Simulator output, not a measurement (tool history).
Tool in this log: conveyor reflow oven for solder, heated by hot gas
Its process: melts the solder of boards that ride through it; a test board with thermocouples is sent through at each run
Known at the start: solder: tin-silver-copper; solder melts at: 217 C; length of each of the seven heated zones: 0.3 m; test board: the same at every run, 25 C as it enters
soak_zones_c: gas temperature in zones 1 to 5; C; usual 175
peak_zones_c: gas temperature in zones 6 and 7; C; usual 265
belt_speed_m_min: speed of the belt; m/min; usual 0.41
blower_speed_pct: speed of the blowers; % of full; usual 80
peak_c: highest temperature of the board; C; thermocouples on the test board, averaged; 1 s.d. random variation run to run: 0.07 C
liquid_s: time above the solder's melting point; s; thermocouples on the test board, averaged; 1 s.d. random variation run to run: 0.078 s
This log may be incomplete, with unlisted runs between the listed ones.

run    hour  soak_zones_c  peak_zones_c  belt_speed_m_min  blower_speed_pct  peak_c  liquid_s
  1       0           175           265              0.41                80  253.74     69.57
  2    30.7           175           265              0.41                80  253.79     69.63
  3    59.9           189           265              0.41                80  255.51     77.04
  4   124.4           175           265             0.425                80  252.96     66.17
  5   178.6           175           265             0.425                80  252.96     66.03
  6   216.2           175           265             0.425                80  252.89     66.06
  7   253.2           175           265             0.425                80  252.89     66.09
  8   307.8           175           265             0.425                80  252.95     66.07
  9   348.2           175           265             0.424                80  253.01     66.31
 10   397.6           175           271              0.41                80  259.31     73.24
 11   456.2           175           271              0.41                80  259.27     73.22
      485.9  -- flux residue cleaned out of gas plates and filters
 12   522.8           177           271              0.41                80   260.7     75.19
 13   560.2           177           271              0.41                80  260.82     75.13
      578.4  -- belt drive overhauled, speed set with a stopwatch
 14   593.5           175           265              0.41                80  255.12      71.3
 15   643.7           175           265              0.41                80  255.12     71.36
 16     691           185           263              0.41                80  254.47     75.41
      745.4  -- belt drive overhauled, speed set with a stopwatch, once more
 17   760.4           168           273             0.482                82  256.14     56.23
 18   808.8           168           273             0.482                82  256.12     56.26
 19   859.8           175           278             0.469                80  262.34     64.02
 20   900.2           178           265             0.431                80  253.68     66.07
 21   956.7           165           265             0.472                64  245.65     47.57
 22  1016.7           175           262              0.41                75  251.36      66.6
 23  1063.2           175           262              0.41                75  251.18     66.55
     1081.6  -- thermocouples of zones 6 and 7 changed
 24    1100           189           267              0.41                80  257.08     77.37
     1136.7  -- flux residue cleaned out of gas plates and filters
 25  1154.1           175           264              0.41                82  253.62     69.13
 26  1200.1           188           262              0.41                82  253.36     74.93
 27  1258.6           167           267              0.41                80  255.11     66.99
 28  1320.5           173           255             0.384                72  245.41     66.34
 29    1372           175           265             0.431                80  253.06     64.71
 30  1429.8           187           277             0.485                88  263.38     67.27

Below, some changes in peak_c between adjacent runs. For each, the amount present without the hidden state too (settings, incoming material, random variation) and the amount remaining for the hidden state with gauge scatter not shared by both compared results:
Unlogged tool condition in this case: heat that the gas passes to the board, % of a clean oven's; belt's true speed, % of the reading; true gas temperature in zones 6 and 7 over the reading, C; drift of the gauge itself on peak_c, C; drift of the gauge itself on liquid_s, %.
Run 11 -> 12: soak_zones_c 175 -> 177, flux residue cleaned out of gas plates and filters. peak_c +1.43 C: hidden state +1.19, all else +0.24.
Run 19 -> 20: soak_zones_c 175 -> 178, peak_zones_c 278 -> 265, belt_speed_m_min 0.469 -> 0.431. peak_c -8.66 C: hidden state +0.19, all else -8.85.
Run 23 -> 24: soak_zones_c 175 -> 189, peak_zones_c 262 -> 267, blower_speed_pct 75 -> 80, thermocouples of zones 6 and 7 changed. peak_c +5.9 C: hidden state -1.15, all else +7.05.
Run 24 -> 25: soak_zones_c 189 -> 175, peak_zones_c 267 -> 264, blower_speed_pct 80 -> 82, flux residue cleaned out of gas plates and filters. peak_c -3.46 C: hidden state +0.82, all else -4.28.
Run 27 -> 28: soak_zones_c 167 -> 173, peak_zones_c 267 -> 255, belt_speed_m_min 0.41 -> 0.384, blower_speed_pct 80 -> 72. peak_c -9.7 C: hidden state +0.09, all else -9.79.
Run 29 -> 30: soak_zones_c 175 -> 187, peak_zones_c 265 -> 277, belt_speed_m_min 0.431 -> 0.485, blower_speed_pct 80 -> 88. peak_c +10.32 C: hidden state -0.1, all else +10.42.
